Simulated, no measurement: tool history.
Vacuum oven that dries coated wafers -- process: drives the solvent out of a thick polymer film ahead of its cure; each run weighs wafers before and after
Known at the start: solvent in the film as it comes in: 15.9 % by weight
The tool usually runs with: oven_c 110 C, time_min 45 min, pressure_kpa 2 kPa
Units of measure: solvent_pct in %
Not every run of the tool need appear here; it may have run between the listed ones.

run,hour,oven_c,time_min,pressure_kpa,solvent_pct
1,0,110,45,2,0.93
2,72.6,110,45,2,0.93
3,129.5,110,45,2,0.92
4,179.8,110,45,3.54,1.29
5,298.3,110,45,3.54,1.26
6,409.3,110,45,2,1.22
7,531.9,110,45,2,1.19
8,646.1,105,45,2,2.06
9,745.7,105,45,2,2.04
10,853.8,105,45,2,1.98
11,920.9,105,45,2,1.96
12,988.6,110,79,2,0.67
13,1077.8,110,79,2,0.64
14,1176.5,124,45,2,0.36
15,1247.8,124,40,2,0.4
16,1349.5,110,48,2,0.97
17,1441.5,110,45,2,1.07
18,1500.9,110,45,2,1.08
19,1616.7,110,45,4.1,1.59
20,1671.6,110,45,4.1,1.58
21,1753.9,110,45,4.1,1.57
22,1863.3,110,45,2,1.03
23,1972.7,110,23,2,2.8
24,2051,110,45,2,1.03
25,2102.8,106,46,2,1.52
26,2207.5,106,46,2,1.48
27,2292.1,106,46,2,1.46
28,2344.6,105,69,2,0.96
29,2424.4,105,69,2,0.98
30,2527.4,105,69,2,1.21
31,2636.2,123,24,2.87,0.95
32,2741.6,123,24,2.87,0.91
33,2801.1,123,24,2.87,0.9
34,2858.5,124,23,2.87,0.88
35,2965.4,123,68,6.32,1.2
36,3057.4,124,68,7.3,1.3
37,3161.7,124,68,7.3,1.29
38,3267.8,124,58,6.42,1.14
39,3384.3,110,64,5.1,1.39
40,3458.7,101,56,2.11,1.9
41,3564.7,101,56,1.53,1.71
42,3680.4,103,56,1.37,1.31
43,3790,103,24,1.04,4.23
44,3910,109,32,2.61,1.92
45,4004,111,45,2.62,0.97
46,4053.6,110,70,2,0.61

Between the runs listed above, the log contained 3 entries, not reproduced here. Where in the sequence does each belong, and how does what the log doesn't record of the tool's condition differ from the listed run before to the listed run after?
Run 5 -> run 6: oven's thermocouples calibrated (hour 409.3)
  true wafer temperature over the reading, C: 2.49 -> -0.34; true pressure over the reading, kPa: 0.115 -> 0.14
  measured value less the no-hidden-state value, solvent_pct: -0.28 -> +0.08 %
Run 29 -> run 30: oven's thermocouples calibrated (hour 2523.2)
  true wafer temperature over the reading, C: 2.58 -> 0.25; true pressure over the reading, kPa: 0.591 -> 0.613
  measured value less the no-hidden-state value, solvent_pct: -0.08 -> +0.16 %
Run 38 -> run 39: vacuum gauge cleaned of residue and calibrated (hour 3377.6)
  true wafer temperature over the reading, C: 1.3 -> 1.46; true pressure over the reading, kPa: 0.784 -> 0.016
  measured value less the no-hidden-state value, solvent_pct: +0.08 -> -0.12 %

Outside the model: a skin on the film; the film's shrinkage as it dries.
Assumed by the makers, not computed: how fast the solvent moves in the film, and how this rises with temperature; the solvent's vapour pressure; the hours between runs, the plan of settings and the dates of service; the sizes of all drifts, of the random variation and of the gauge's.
